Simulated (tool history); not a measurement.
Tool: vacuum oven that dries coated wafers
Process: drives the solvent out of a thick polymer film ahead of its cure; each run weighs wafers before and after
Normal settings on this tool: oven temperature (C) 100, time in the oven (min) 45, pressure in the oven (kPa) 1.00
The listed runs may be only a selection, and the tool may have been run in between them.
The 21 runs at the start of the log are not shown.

run	hour	oven temperature (C)	time in the oven (min)	pressure in the oven (kPa)	hours of work since the thermocouples were calibrated	hours of work since the vacuum gauge was cleaned of residue	solvent left in the film (%)
22	686.9	100	45	1.00	312	116	1.34
23	730.6	100	45	1.00	331	135	1.36
24	763.8	100	45	1.00	346	150	1.30
25	813.8	92	45	0.96	368	172	2.67
26	838.9	100	50	0.94	379	183	1.01
27	882.1	100	74	1.00	398	202	0.57
28	907.9	100	74	1.00	409	214	0.60
29	937.6	100	74	1.00	422	227	0.58
30	979.5	104	24	0.54	441	245	2.77
31	1032.2	91	45	3.78	464	269	4.48
32	1058.7	91	45	3.78	476	280	4.45
33	1102.8	100	71	3.75	495	300	1.81
34	1139.3	100	71	3.75	512	316	1.82

What does the tool deliver on the next run?
35	1166.9	100	50	1.68	524	328	?

For run 35 the tool returned solvent left in the film (%) 1.37.
Were there no unlogged condition in the tool, this run, its random variation unchanged, would have produced solvent left in the film (%) 1.36.
